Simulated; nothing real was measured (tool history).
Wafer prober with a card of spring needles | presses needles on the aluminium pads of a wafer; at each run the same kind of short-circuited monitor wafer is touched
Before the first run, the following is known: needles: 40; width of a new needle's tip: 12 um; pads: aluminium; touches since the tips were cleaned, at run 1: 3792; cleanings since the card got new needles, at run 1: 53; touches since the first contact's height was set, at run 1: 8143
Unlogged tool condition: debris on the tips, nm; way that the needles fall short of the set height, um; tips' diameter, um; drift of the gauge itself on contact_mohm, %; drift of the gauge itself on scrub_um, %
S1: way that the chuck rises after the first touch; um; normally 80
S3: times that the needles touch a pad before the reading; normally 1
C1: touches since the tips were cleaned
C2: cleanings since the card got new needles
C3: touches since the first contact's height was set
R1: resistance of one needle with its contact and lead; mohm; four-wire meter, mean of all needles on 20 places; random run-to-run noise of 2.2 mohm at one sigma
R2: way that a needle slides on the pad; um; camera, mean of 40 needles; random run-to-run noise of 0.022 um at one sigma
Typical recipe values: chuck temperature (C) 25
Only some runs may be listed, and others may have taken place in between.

run 1 hour=0.0 | S1=80 chuck_temperature_(C)=25 S3=1 | C1=3792 C2=53 C3=8143 | R1=253 R2=18.60
-- hour=28.9 tips cleaned on abrasive film
run 2 hour=41.8 | S1=80 chuck_temperature_(C)=25 S3=1 | C1=2381 C2=54 C3=15835 | R1=262 R2=18.54
run 3 hour=75.7 | S1=80 chuck_temperature_(C)=25 S3=1 | C1=8626 C2=54 C3=22080 | R1=262 R2=18.58
-- hour=78.7 tips cleaned on abrasive film
-- hour=127.2 tips cleaned on abrasive film
run 4 hour=141.5 | S1=80 chuck_temperature_(C)=25 S3=1 | C1=2634 C2=56 C3=34167 | R1=253 R2=18.58
-- hour=175.7 tips cleaned on abrasive film
run 5 hour=207.6 | S1=80 chuck_temperature_(C)=25 S3=3 | C1=5890 C2=57 C3=46330 | R1=249 R2=18.49
-- hour=225.3 tips cleaned on abrasive film
-- hour=272.8 tips cleaned on abrasive film
run 6 hour=272.8 | S1=80 chuck_temperature_(C)=25 S3=3 | C1=0 C2=59 C3=58299 | R1=247 R2=18.51
-- hour=298.9 tips cleaned on abrasive film, once more
run 7 hour=338.8 | S1=80 chuck_temperature_(C)=25 S3=1 | C1=7368 C2=60 C3=70454 | R1=258 R2=18.48
-- hour=348.5 tips cleaned on abrasive film
-- hour=400.8 tips cleaned on abrasive film
run 8 hour=402.0 | S1=80 chuck_temperature_(C)=25 S3=1 | C1=212 C2=62 C3=82047 | R1=249 R2=18.42
-- hour=405.5 height of the first contact set anew
-- hour=450.9 tips cleaned on abrasive film
run 9 hour=451.0 | S1=80 chuck_temperature_(C)=25 S3=1 | C1=23 C2=63 C3=8364 | R1=250 R2=18.58
-- hour=498.9 tips cleaned on abrasive film
run 10 hour=504.6 | S1=80 chuck_temperature_(C)=26 S3=1 | C1=1046 C2=64 C3=18220 | R1=251 R2=18.56
-- hour=549.9 tips cleaned on abrasive film
run 11 hour=556.3 | S1=80 chuck_temperature_(C)=26 S3=1 | C1=1177 C2=65 C3=27737 | R1=249 R2=18.52
run 12 hour=592.1 | S1=80 chuck_temperature_(C)=26 S3=1 | C1=7759 C2=65 C3=34319 | R1=258 R2=18.55
-- hour=602.5 tips cleaned on abrasive film
run 13 hour=644.0 | S1=68 chuck_temperature_(C)=47 S3=1 | C1=7651 C2=66 C3=43883 | R1=270 R2=15.74
-- hour=651.5 tips cleaned on abrasive film
-- hour=701.3 tips cleaned on abrasive film
run 14 hour=701.3 | S1=91 chuck_temperature_(C)=99 S3=2 | C1=0 C2=68 C3=54391 | R1=263 R2=21.10
run 15 hour=738.5 | S1=91 chuck_temperature_(C)=99 S3=2 | C1=6862 C2=68 C3=61253 | R1=271 R2=21.08
-- hour=753.4 tips cleaned on abrasive film
run 16 hour=782.9 | S1=91 chuck_temperature_(C)=99 S3=2 | C1=5425 C2=69 C3=69412 | R1=271 R2=21.07
-- hour=805.1 tips cleaned on abrasive film
run 17 hour=812.1 | S1=69 chuck_temperature_(C)=118 S3=1 | C1=1282 C2=70 C3=74769 | R1=277 R2=15.97
-- hour=855.2 tips cleaned on abrasive film
-- hour=855.5 height of the first contact set anew
run 18 hour=877.3 | S1=81 chuck_temperature_(C)=25 S3=1 | C1=4029 C2=71 C3=4029 | R1=256 R2=18.79
-- hour=904.5 tips cleaned on abrasive film
run 19 hour=948.1 | S1=80 chuck_temperature_(C)=38 S3=1 | C1=8031 C2=72 C3=17053 | R1=264 R2=18.57
-- hour=952.6 tips cleaned on abrasive film
run 20 hour=988.3 | S1=80 chuck_temperature_(C)=25 S3=2 | C1=6571 C2=73 C3=24433 | R1=256 R2=18.56

Here are 3 independent what-if runs from the current tool condition. What would each one return?
-- hour=1003.0 tips cleaned on abrasive film
run A hour=1040.8 | S1=80 chuck_temperature_(C)=25 S3=1 | C1=6967 C2=74 C3=34089 | R1=? R2=?
-- hour=1003.0 tips cleaned on abrasive film
run B hour=1040.8 | S1=80 chuck_temperature_(C)=41 S3=1 | C1=6967 C2=74 C3=34089 | R1=? R2=?
-- hour=1003.0 tips cleaned on abrasive film
run C hour=1040.8 | S1=80 chuck_temperature_(C)=25 S3=3 | C1=6967 C2=74 C3=34089 | R1=? R2=?

run=A R1=262 R2=18.51
run=B R1=262 R2=18.56
run=C R1=249 R2=18.54
With no hidden state in the tool, these same runs would have given:
run=A R1=251 R2=18.55
run=B R1=252 R2=18.60
run=C R1=244 R2=18.57
